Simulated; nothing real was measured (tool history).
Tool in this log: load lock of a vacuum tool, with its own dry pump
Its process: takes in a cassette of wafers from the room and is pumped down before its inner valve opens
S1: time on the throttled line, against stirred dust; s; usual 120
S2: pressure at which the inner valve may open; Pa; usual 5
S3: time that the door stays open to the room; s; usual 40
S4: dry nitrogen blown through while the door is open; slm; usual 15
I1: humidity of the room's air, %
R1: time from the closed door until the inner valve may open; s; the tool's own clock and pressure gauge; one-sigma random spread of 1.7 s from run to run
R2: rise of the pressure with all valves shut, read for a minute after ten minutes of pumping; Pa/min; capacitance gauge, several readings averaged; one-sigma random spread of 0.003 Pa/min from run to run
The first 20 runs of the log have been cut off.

run,hour,S1,S2,S3,S4,I1,R1,R2
21,9258.5,120,9,40,15,46.1,297.1,0.197
22,9750.9,120,5,40,30,46.3,316.3,0.208
23,10025.6,120,5,42,12,47.9,315.0,0.229
# hour 10618.1: dry pump taken out, an overhauled one fitted
24,10636.4,96,5,42,13,41.0,260.5,0.250
25,11188.2,61,4,114,17,44.9,235.4,0.286
26,11522.5,120,7,106,15,42.0,272.6,0.306
# hour 11628.4: door's seal changed, seat wiped
27,11794.7,120,7,106,15,48.0,273.7,0.040
28,12395.4,120,7,106,15,42.6,276.7,0.040
29,12680.1,120,7,106,15,42.8,276.9,0.045
30,13048.0,120,5,61,15,51.1,286.9,0.050
31,13556.5,188,6,40,5,42.1,334.4,0.056
32,14058.7,82,6,40,14,46.8,252.2,0.061
33,14385.2,82,6,40,14,46.5,251.8,0.067
34,14832.7,82,6,40,14,42.6,254.8,0.067
35,15386.5,150,5,84,15,42.6,311.9,0.092
36,15920.0,173,7,40,15,42.5,327.0,0.098

Branching from run 36: 5 alternative next runs. What would each branch give?
A,16384.0,173,7,40,8,46.7,?,?
B,16384.0,120,5,40,9,42.4,?,?
C,16384.0,64,8,46,15,43.2,?,?
D,16384.0,239,5,47,9,47.1,?,?
E,16384.0,60,5,133,15,43.6,?,?

run,R1,R2
A,325.1,0.123
B,292.4,0.114
C,238.4,0.114
D,386.9,0.114
E,243.8,0.123
What these runs would have given with no unlogged condition in the tool:
run,R1,R2
A,310.9,0.037
B,276.3,0.026
C,222.5,0.026
D,373.2,0.026
E,226.7,0.035

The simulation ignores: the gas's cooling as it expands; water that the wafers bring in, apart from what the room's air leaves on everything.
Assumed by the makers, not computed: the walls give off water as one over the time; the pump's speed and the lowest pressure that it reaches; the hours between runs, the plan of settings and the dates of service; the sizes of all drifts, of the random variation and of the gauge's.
